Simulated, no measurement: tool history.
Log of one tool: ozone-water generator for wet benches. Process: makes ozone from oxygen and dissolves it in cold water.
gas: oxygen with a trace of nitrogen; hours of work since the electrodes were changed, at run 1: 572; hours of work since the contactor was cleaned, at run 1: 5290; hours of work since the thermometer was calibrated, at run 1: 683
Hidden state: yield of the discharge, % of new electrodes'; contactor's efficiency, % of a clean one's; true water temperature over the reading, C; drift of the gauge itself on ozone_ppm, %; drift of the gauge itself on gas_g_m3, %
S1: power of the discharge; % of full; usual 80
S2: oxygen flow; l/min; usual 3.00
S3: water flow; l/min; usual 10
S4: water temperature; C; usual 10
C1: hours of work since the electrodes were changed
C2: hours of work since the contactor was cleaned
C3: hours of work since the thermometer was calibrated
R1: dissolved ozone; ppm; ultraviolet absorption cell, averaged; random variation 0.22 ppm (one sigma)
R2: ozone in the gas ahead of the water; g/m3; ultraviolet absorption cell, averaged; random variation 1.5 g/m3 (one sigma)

run   hour  S1    S2  S3  S4   C1    C2    C3    R1     R2
  1    0.0  80  3.00  10  10  572  5290   683  29.9  283.6
  2   32.4  80  3.00  10  10  603  5320   714  30.2  286.4
  3   58.5  80  3.00  10  10  627  5345   738  30.6  283.9
  4   82.4  80  3.00  10  10  650  5368   761  30.2  285.9
  5  106.5  80  3.00  10  10  673  5390   784  29.8  283.2
  6  129.7  80  3.00  10  10  695  5412   806  30.1  286.3
  7  163.4  80  3.00  10  12  726  5444   837  29.2  287.0
  8  186.8  47  3.00  10  10  749  5466   860  19.1  180.3
  9  224.5  47  3.00  10  10  784  5502   895  19.1  180.3
 10  256.2  47  3.00   6  10  814  5532   925  28.8  179.6
 11  298.3  80  3.00   7  10  854  5571   965  40.9  283.1
 12  322.3  79  3.00  10   9  877  5594   988  30.0  280.2
 13  353.4  89  4.87   7   9  906  5624  1017  47.3  262.4
 14  379.9  56  3.34   7   9  931  5649  1042  30.8  202.0
 15  419.9  78  1.96  10   7  969  5686  1080  26.9  321.3
 16  446.9  78  2.63   9   7  994  5712  1105  32.2  290.4

Forecast each of these 3 alternatives for the next run:
  A  479.2  80  3.55  11   8  1025  5742  1136   ?   ?
  B  479.2  70  2.63   9   9  1025  5742  1136   ?   ?
  C  479.2  80  3.00  10   7  1025  5742  1136   ?   ?

run    R1     R2
  A  28.9  265.5
  B  28.4  266.7
  C  31.0  285.5
Without the tool's hidden state the same runs would have given:
run    R1     R2
  A  31.0  269.3
  B  30.4  270.2
  C  33.3  289.6
